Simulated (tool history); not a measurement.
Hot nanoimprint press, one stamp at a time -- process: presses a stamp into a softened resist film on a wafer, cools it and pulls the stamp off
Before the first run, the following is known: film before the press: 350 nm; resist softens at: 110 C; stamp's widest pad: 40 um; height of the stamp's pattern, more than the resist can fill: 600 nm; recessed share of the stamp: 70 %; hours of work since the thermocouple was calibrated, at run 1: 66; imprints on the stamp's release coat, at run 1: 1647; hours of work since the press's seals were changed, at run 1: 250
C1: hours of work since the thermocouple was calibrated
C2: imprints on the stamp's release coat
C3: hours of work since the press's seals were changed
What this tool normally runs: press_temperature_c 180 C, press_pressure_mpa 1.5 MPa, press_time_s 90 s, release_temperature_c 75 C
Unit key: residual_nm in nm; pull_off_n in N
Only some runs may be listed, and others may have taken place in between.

Run 1, hour 0: usual settings; C1 66; C2 1647; C3 250. Result: residual_nm 126.3 nm, pull_off_n 296 N.
Run 2, hour 27.8: usual settings; C1 82; C2 1700; C3 266. Result: residual_nm 127.9 nm, pull_off_n 296 N.
Run 3, hour 59.4: usual settings; C1 100; C2 1759; C3 284. Result: residual_nm 127.4 nm, pull_off_n 296 N.
Run 4, hour 113.2: usual settings; C1 131; C2 1861; C3 315. Result: residual_nm 127.8 nm, pull_off_n 301 N.
Run 5, hour 156.2: usual settings but press_time_s 48 s; C1 155; C2 1943; C3 339. Result: residual_nm 158.5 nm, pull_off_n 306 N.
Run 6, hour 205.3: usual settings but press_time_s 48 s; C1 183; C2 2035; C3 367. Result: residual_nm 161.6 nm, pull_off_n 312 N.
Run 7, hour 255.8: usual settings; C1 211; C2 2131; C3 395. Result: residual_nm 128.5 nm, pull_off_n 316 N.
Run 8, hour 316.3: usual settings; C1 246; C2 2245; C3 430. Result: residual_nm 131.1 nm, pull_off_n 340 N.
Run 9, hour 344: usual settings; C1 261; C2 2298; C3 445. Result: residual_nm 131.3 nm, pull_off_n 340 N.
At hour 356.1: stamp cleaned and given a new release coat.
Run 10, hour 410.2: usual settings but press_pressure_mpa 2.33 MPa; C1 295; C2 102; C3 479. Result: residual_nm 102.3 nm, pull_off_n 236 N.
At hour 417.4: plate thermocouple calibrated.
Run 11, hour 451.2: usual settings; C1 19; C2 174; C3 501. Result: residual_nm 135.8 nm, pull_off_n 230 N.
Run 12, hour 481: usual settings but press_temperature_c 169 C; C1 36; C2 231; C3 518. Result: residual_nm 208.3 nm, pull_off_n 229 N.
Run 13, hour 526.5: usual settings but press_temperature_c 169 C, press_pressure_mpa 1.34 MPa, release_temperature_c 69 C; C1 62; C2 317; C3 544. Result: residual_nm 219.4 nm, pull_off_n 279 N.
Run 14, hour 582.5: usual settings but press_time_s 110 s; C1 94; C2 423; C3 575. Result: residual_nm 124 nm, pull_off_n 240 N.
Run 15, hour 613.6: usual settings but press_temperature_c 178 C, press_pressure_mpa 1.73 MPa, press_time_s 138 s, release_temperature_c 68 C; C1 111; C2 481; C3 593. Result: residual_nm 116.3 nm, pull_off_n 282 N.
At hour 629.3: plate thermocouple calibrated, once more.
Run 16, hour 666.8: usual settings but press_pressure_mpa 1.61 MPa, press_time_s 63 s, release_temperature_c 74 C; C1 21; C2 576; C3 621. Result: residual_nm 138.8 nm, pull_off_n 249 N.
Run 17, hour 718.5: usual settings but press_pressure_mpa 1.61 MPa, press_time_s 63 s, release_temperature_c 74 C; C1 51; C2 674; C3 651. Result: residual_nm 139.4 nm, pull_off_n 252 N.
Run 18, hour 761: usual settings but press_temperature_c 185 C, release_temperature_c 80 C; C1 75; C2 754; C3 675. Result: residual_nm 104.8 nm, pull_off_n 228 N.
Run 19, hour 814.1: usual settings but press_temperature_c 185 C, press_pressure_mpa 1.93 MPa, press_time_s 67 s, release_temperature_c 79 C; C1 105; C2 855; C3 705. Result: residual_nm 102.2 nm, pull_off_n 232 N.
Run 20, hour 841.5: usual settings but press_temperature_c 172 C, press_pressure_mpa 1.19 MPa, press_time_s 67 s, release_temperature_c 63 C; C1 120; C2 906; C3 720. Result: residual_nm 214.1 nm, pull_off_n 346 N.
Run 21, hour 900.4: usual settings but press_temperature_c 172 C, press_pressure_mpa 1.19 MPa, press_time_s 67 s, release_temperature_c 63 C; C1 154; C2 1018; C3 754. Result: residual_nm 214.8 nm, pull_off_n 339 N.
Run 22, hour 943.9: usual settings but press_pressure_mpa 1.23 MPa, release_temperature_c 73 C; C1 178; C2 1100; C3 778. Result: residual_nm 142.8 nm, pull_off_n 276 N.
Run 23, hour 992.2: usual settings but press_pressure_mpa 1.23 MPa, release_temperature_c 73 C; C1 206; C2 1192; C3 806. Result: residual_nm 145.3 nm, pull_off_n 278 N.
Run 24, hour 1054.9: usual settings but press_temperature_c 184 C, press_pressure_mpa 1.31 MPa, press_time_s 126 s; C1 241; C2 1310; C3 841. Result: residual_nm 106.9 nm, pull_off_n 276 N.

Here are 5 independent what-if runs from the current tool condition. What would each one return?
Run A, hour 1086.9: usual settings but press_time_s 46 s, release_temperature_c 70 C; C1 259; C2 1370; C3 859. Result: residual_nm ?, pull_off_n ?.
Run B, hour 1086.9: usual settings but press_temperature_c 184 C, press_pressure_mpa 1.31 MPa, press_time_s 122 s; C1 259; C2 1370; C3 859. Result: residual_nm ?, pull_off_n ?.
Run C, hour 1086.9: usual settings but press_temperature_c 184 C, press_pressure_mpa 1.31 MPa, press_time_s 126 s, release_temperature_c 77 C; C1 259; C2 1370; C3 859. Result: residual_nm ?, pull_off_n ?.
Run D, hour 1086.9: usual settings but press_time_s 113 s; C1 259; C2 1370; C3 859. Result: residual_nm ?, pull_off_n ?.
Run E, hour 1086.9: usual settings but press_pressure_mpa 1.53 MPa, press_time_s 165 s, release_temperature_c 80 C; C1 259; C2 1370; C3 859. Result: residual_nm ?, pull_off_n ?.

run  residual_nm  pull_off_n
  A        166.9         320
  B        109.1         286
  C        106.5         269
  D        120.5         282
  E        103.1         251
What these runs would have given with no unlogged condition in the tool:
run  residual_nm  pull_off_n
  A          159         244
  B        103.8         217
  C        101.3         204
  D        114.2         214
  E         97.6         191

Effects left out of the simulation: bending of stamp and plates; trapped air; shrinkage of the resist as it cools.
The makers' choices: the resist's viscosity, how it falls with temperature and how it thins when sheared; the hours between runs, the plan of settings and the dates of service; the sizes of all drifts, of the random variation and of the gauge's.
